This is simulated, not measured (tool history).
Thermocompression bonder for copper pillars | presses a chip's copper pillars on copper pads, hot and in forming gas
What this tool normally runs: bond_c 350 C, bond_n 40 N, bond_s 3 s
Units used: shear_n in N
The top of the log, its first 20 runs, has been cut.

run   hour  bond_c  bond_n  bond_s  hours of work since the heater was calibrated  hours of work since the force cell was calibrated  hours of work since the gas filter was changed  shear_n
 21  239.5     350      37       3                                            495                                                236                                             317     50.8
 22  254.8     372      40       6                                            503                                                245                                             326     67.7
 23  269.6     349      31       4                                            512                                                253                                             334     51.1
 24  283.6     349      31       4                                            520                                                261                                             342       51
 25  297.2     349      35       2                                            528                                                269                                             350     42.8
     300.8  -- heater calibrated with a thermocouple chip
 26  310.1     358      25       3                                              5                                                275                                             356     44.5
 27  319.8     358      25       5                                             11                                                281                                             362     50.8
 28  330.2     358      25       6                                             17                                                287                                             368     53.3
 29  345.2     358      25       6                                             25                                                295                                             376     54.6
     354.6  -- heater calibrated with a thermocouple chip, once more
 30    358     358      25       6                                              2                                                301                                             382     56.2
 31  369.5     358      25       6                                              9                                                308                                             389     56.4
 32  385.4     340      49       3                                             18                                                317                                             398     55.8
 33  400.6     340      49       3                                             26                                                326                                             407     56.7
 34    410     340      49       3                                             32                                                331                                             412     56.2
     425.7  -- forming gas filter changed
 35    426     372      50       3                                             40                                                340                                               0     67.2
 36  438.3     372      50       3                                             47                                                347                                               7     66.7
 37    453     363      27       2                                             56                                                355                                              16     44.1
 38  461.9     350      40       8                                             61                                                360                                              21     69.7
 39  478.9     350      40       8                                             71                                                370                                              30     67.9
 40  488.6     350      24       5                                             76                                                375                                              36     51.6
 41  496.3     350      24       5                                             80                                                380                                              40     50.9

Below are 3 alternative next runs, each starting from the tool's condition after run 41. Predict each:
  A   511     350      45       3                                             89                                                388                                              49        ?
  B   511     350      40       4                                             89                                                388                                              49        ?
  C   511     366      26       4                                             89                                                388                                              49        ?

run  shear_n
  A     59.4
  B     59.7
  C     55.5
Take away the tool's hidden state, keep each run's random variation, and the runs would have read:
run  shear_n
  A     60.3
  B     60.7
  C     56.4
